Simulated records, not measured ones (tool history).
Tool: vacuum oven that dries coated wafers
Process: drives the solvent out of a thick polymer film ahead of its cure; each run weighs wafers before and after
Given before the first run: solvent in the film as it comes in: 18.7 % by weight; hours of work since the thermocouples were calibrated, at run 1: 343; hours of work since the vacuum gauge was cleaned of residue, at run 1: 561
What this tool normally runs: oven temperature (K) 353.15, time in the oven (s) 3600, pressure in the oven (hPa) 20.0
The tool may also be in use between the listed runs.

run	hour	oven temperature (K)	time in the oven (s)	pressure in the oven (hPa)	hours of work since the thermocouples were calibrated	hours of work since the vacuum gauge was cleaned of residue	solvent left in the film (%)
1	0.0	353.15	3600	20.0	343	561	4.18
2	26.0	353.15	3600	20.0	360	579	4.12
3	54.6	353.15	3600	20.0	379	598	4.11
4	70.5	353.15	3600	20.0	390	608	4.09
5	89.2	353.15	3600	20.0	402	621	4.07
6	110.3	353.15	3600	20.0	416	635	4.06
7	144.4	353.15	3600	20.0	439	657	4.01
8	175.2	353.15	3600	20.0	459	678	4.13
9	203.6	353.15	3600	20.0	478	697	4.15
10	224.4	353.15	2280	20.0	492	711	6.01
11	247.0	353.15	2280	20.0	507	726	5.92
12	267.9	353.15	2280	20.0	521	740	6.02
13	284.1	353.15	2280	20.0	532	750	5.96
14	308.2	353.15	2400	20.0	548	766	5.85
15	330.1	353.15	3600	34.1	562	781	5.57
16	356.2	353.15	3600	34.1	580	798	5.70
17	378.8	363.15	3600	20.0	595	813	2.38
18	406.2	352.15	3600	20.0	613	832	4.43
19	434.6	354.15	3600	20.0	632	850	3.94
20	455.4	356.15	3600	20.0	646	864	3.57
21	487.5	356.15	3600	20.0	667	886	3.62
22	506.5	353.15	3600	20.0	680	898	4.24
23	537.2	353.15	3600	20.0	700	919	4.27
24	555.0	353.15	3600	20.0	712	930	4.25
25	577.1	338.15	3600	17.8	727	945	8.43
26	599.9	367.15	3600	15.3	742	960	1.45
27	614.4	344.15	5640	75.6	751	970	14.57
28	642.4	343.15	5640	75.6	770	989	14.83
29	666.0	353.15	3360	78.5	786	1004	10.98

For run 30, what comes out?
30	693.2	353.15	2640	18.1	804	1022	?

solvent left in the film (%): 5.51
Without the tool's hidden state the same run would have given solvent left in the film (%) 4.83.

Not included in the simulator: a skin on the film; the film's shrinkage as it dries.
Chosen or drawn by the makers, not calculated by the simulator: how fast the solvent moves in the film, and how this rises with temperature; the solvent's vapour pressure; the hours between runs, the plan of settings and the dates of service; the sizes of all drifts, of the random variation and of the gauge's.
